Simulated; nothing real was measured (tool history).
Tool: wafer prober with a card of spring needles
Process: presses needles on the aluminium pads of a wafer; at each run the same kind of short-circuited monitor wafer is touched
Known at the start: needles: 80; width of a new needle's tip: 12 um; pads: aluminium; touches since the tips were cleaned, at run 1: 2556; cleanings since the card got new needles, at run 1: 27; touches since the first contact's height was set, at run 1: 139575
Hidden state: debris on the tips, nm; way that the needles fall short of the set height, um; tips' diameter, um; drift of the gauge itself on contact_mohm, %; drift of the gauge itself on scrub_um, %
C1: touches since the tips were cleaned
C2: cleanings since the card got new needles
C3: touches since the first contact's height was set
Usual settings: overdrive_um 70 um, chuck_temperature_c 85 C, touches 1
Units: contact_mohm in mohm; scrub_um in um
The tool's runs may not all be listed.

Run 1, hour 0: usual settings; C1 2556; C2 27; C3 139575. Result: contact_mohm 196 mohm, scrub_um 16.16 um.
At hour 9.1: tips cleaned on abrasive film.
Run 2, hour 28.6: usual settings; C1 4069; C2 28; C3 145512. Result: contact_mohm 213 mohm, scrub_um 16.3 um.
At hour 31: tips cleaned on abrasive film.
At hour 51.9: tips cleaned on abrasive film.
Run 3, hour 63.4: usual settings; C1 2380; C2 30; C3 152722. Result: contact_mohm 199 mohm, scrub_um 16.1 um.
At hour 75.2: tips cleaned on abrasive film.
At hour 97.5: tips cleaned on abrasive film.
Run 4, hour 100.1: usual settings; C1 546; C2 32; C3 160349. Result: contact_mohm 159 mohm, scrub_um 16.1 um.
At hour 118.3: tips cleaned on abrasive film.
Run 5, hour 129.7: usual settings; C1 2360; C2 33; C3 166482. Result: contact_mohm 200 mohm, scrub_um 16.08 um.
At hour 139.1: tips cleaned on abrasive film.
At hour 161.4: tips cleaned on abrasive film.
Run 6, hour 167: usual settings; C1 1168; C2 35; C3 174222. Result: contact_mohm 179 mohm, scrub_um 16.14 um.
At hour 184.5: tips cleaned on abrasive film.
Run 7, hour 195.5: usual settings but overdrive_um 73 um, chuck_temperature_c 62 C; C1 2300; C2 36; C3 180142. Result: contact_mohm 193 mohm, scrub_um 16.73 um.
At hour 207: tips cleaned on abrasive film.
At hour 229.6: tips cleaned on abrasive film.
Run 8, hour 229.6: usual settings but overdrive_um 73 um, chuck_temperature_c 62 C; C1 0; C2 38; C3 187218. Result: contact_mohm 139 mohm, scrub_um 16.67 um.
At hour 252.2: tips cleaned on abrasive film.
Run 9, hour 261.5: usual settings but overdrive_um 73 um, touches 3; C1 1948; C2 39; C3 193847. Result: contact_mohm 157 mohm, scrub_um 16.74 um.
At hour 274.2: tips cleaned on abrasive film.
Run 10, hour 293.4: usual settings but overdrive_um 77 um; C1 3996; C2 40; C3 200468. Result: contact_mohm 202 mohm, scrub_um 17.6 um.
At hour 296.1: tips cleaned on abrasive film.
At hour 307: height of the first contact set anew.
At hour 319.4: tips cleaned on abrasive film.
Run 11, hour 325.1: usual settings but overdrive_um 66 um, chuck_temperature_c 78 C, touches 2; C1 1199; C2 42; C3 3748. Result: contact_mohm 163 mohm, scrub_um 15.76 um.
At hour 341.7: tips cleaned on abrasive film.
Run 12, hour 354.8: usual settings but overdrive_um 79 um, chuck_temperature_c 86 C, touches 2; C1 2730; C2 43; C3 9916. Result: contact_mohm 165 mohm, scrub_um 18.85 um.

Some steps in contact_mohm between neighbouring runs. How much of each would the tool show without its hidden state too (settings, what came in, random variation), and how much is left for the hidden state, with any gauge scatter that isn't in both results?
Run 7 -> 8: tips cleaned on abrasive film, tips cleaned on abrasive film. contact_mohm -54 mohm: hidden state -53, all else -1.
